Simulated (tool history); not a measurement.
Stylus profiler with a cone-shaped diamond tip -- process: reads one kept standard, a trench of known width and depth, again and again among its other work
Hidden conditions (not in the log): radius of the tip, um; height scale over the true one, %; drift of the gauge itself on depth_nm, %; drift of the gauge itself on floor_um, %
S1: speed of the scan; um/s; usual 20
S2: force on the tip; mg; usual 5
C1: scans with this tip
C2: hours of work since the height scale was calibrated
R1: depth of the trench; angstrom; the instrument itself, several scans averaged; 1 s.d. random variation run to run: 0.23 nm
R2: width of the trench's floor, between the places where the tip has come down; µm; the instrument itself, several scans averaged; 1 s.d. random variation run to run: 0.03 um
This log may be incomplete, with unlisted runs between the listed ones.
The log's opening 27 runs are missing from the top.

run     day  S1     S2    C1   C2       R1     R2
 28  22.746  25    5.3  3415  105  10135.6  95.36
 29  24.046  32   3.68  3545  119  10106.5  95.33
 30  25.288  32   3.68  3670  132  10104.3  95.28
 31  26.167  29      5  3759  141  10132.7  95.29
 32    27.2  20   4.42  3863  151  10121.2  95.33
 33  28.062  17   3.74  3950  160  10107.2  95.31
 34  29.162   6      5  4061  171  10127.6  95.31
 35  30.304  56   4.14  4175  183  10117.3   95.1
 36  31.079  14   2.04  4253  191  10070.1  95.23
 37  32.175  13  13.19  4364  202  10247.1  95.29

Alternative continuations, all from the tool just after run 37; predict every row:
  A  33.171  58   8.06  4464  213   ?   ?
  B  33.171  44  13.19  4464  213   ?   ?
  C  33.171  16   3.45  4464  213   ?   ?

run       R1     R2
  A  10177.1  95.19
  B  10244.4  95.14
  C  10103.8  95.22
Without the tool's hidden state the same runs would have given:
run       R1     R2
  A  10180.9  95.91
  B  10248.2  95.86
  C  10107.5  95.94

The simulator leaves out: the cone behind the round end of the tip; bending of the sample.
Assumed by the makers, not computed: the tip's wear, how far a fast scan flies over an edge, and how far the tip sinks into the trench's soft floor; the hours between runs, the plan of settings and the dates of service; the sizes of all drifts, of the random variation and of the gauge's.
